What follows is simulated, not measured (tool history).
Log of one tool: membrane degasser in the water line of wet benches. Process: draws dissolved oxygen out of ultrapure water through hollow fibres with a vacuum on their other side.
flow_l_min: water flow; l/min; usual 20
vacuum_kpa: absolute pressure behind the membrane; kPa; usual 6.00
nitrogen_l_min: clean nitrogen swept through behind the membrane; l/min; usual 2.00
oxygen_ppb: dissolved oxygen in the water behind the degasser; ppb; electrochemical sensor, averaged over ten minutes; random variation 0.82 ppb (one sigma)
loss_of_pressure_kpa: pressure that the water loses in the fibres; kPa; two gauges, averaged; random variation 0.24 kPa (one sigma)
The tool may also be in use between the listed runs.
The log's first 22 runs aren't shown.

{"run": 23, "hour": 2299.3, "flow_l_min": 16, "vacuum_kpa": 6.0, "nitrogen_l_min": 2.0, "oxygen_ppb": 61.7, "loss_of_pressure_kpa": 49.32}
{"run": 24, "hour": 2417.7, "flow_l_min": 16, "vacuum_kpa": 6.0, "nitrogen_l_min": 2.0, "oxygen_ppb": 62.6, "loss_of_pressure_kpa": 49.32}
{"run": 25, "hour": 2538.3, "flow_l_min": 16, "vacuum_kpa": 6.0, "nitrogen_l_min": 2.0, "oxygen_ppb": 59.3, "loss_of_pressure_kpa": 49.31}
{"run": 26, "hour": 2648.5, "flow_l_min": 18, "vacuum_kpa": 8.49, "nitrogen_l_min": 3.96, "oxygen_ppb": 68.4, "loss_of_pressure_kpa": 55.44}
{"run": 27, "hour": 2721.7, "flow_l_min": 17, "vacuum_kpa": 7.86, "nitrogen_l_min": 5.69, "oxygen_ppb": 42.2, "loss_of_pressure_kpa": 52.13}
{"run": 28, "hour": 2782.6, "flow_l_min": 20, "vacuum_kpa": 4.02, "nitrogen_l_min": 3.81, "oxygen_ppb": 23.9, "loss_of_pressure_kpa": 61.71}
{"run": 29, "hour": 2913.2, "flow_l_min": 20, "vacuum_kpa": 11.48, "nitrogen_l_min": 3.81, "oxygen_ppb": 118.4, "loss_of_pressure_kpa": 61.79}
{"run": 30, "hour": 3024.7, "flow_l_min": 20, "vacuum_kpa": 11.48, "nitrogen_l_min": 3.81, "oxygen_ppb": 117.3, "loss_of_pressure_kpa": 61.65}
{"run": 31, "hour": 3128.5, "flow_l_min": 20, "vacuum_kpa": 11.48, "nitrogen_l_min": 3.81, "oxygen_ppb": 118.1, "loss_of_pressure_kpa": 61.74}
{"run": 32, "hour": 3222.6, "flow_l_min": 12, "vacuum_kpa": 4.81, "nitrogen_l_min": 1.0, "oxygen_ppb": 49.8, "loss_of_pressure_kpa": 37.25}

Forecast each of these 3 alternatives for the next run:
{"run": "A", "hour": 3363.4, "flow_l_min": 26, "vacuum_kpa": 13.49, "nitrogen_l_min": 1.0, "oxygen_ppb": "?", "loss_of_pressure_kpa": "?"}
{"run": "B", "hour": 3363.4, "flow_l_min": 29, "vacuum_kpa": 5.25, "nitrogen_l_min": 1.4, "oxygen_ppb": "?", "loss_of_pressure_kpa": "?"}
{"run": "C", "hour": 3363.4, "flow_l_min": 20, "vacuum_kpa": 6.0, "nitrogen_l_min": 4.35, "oxygen_ppb": "?", "loss_of_pressure_kpa": "?"}

run=A oxygen_ppb=572.5 loss_of_pressure_kpa=80.46
run=B oxygen_ppb=136.0 loss_of_pressure_kpa=89.38
run=C oxygen_ppb=45.5 loss_of_pressure_kpa=61.98
Without the tool's hidden state the same runs would have given:
run=A oxygen_ppb=565.1 loss_of_pressure_kpa=79.02
run=B oxygen_ppb=128.5 loss_of_pressure_kpa=87.78
run=C oxygen_ppb=43.0 loss_of_pressure_kpa=60.87

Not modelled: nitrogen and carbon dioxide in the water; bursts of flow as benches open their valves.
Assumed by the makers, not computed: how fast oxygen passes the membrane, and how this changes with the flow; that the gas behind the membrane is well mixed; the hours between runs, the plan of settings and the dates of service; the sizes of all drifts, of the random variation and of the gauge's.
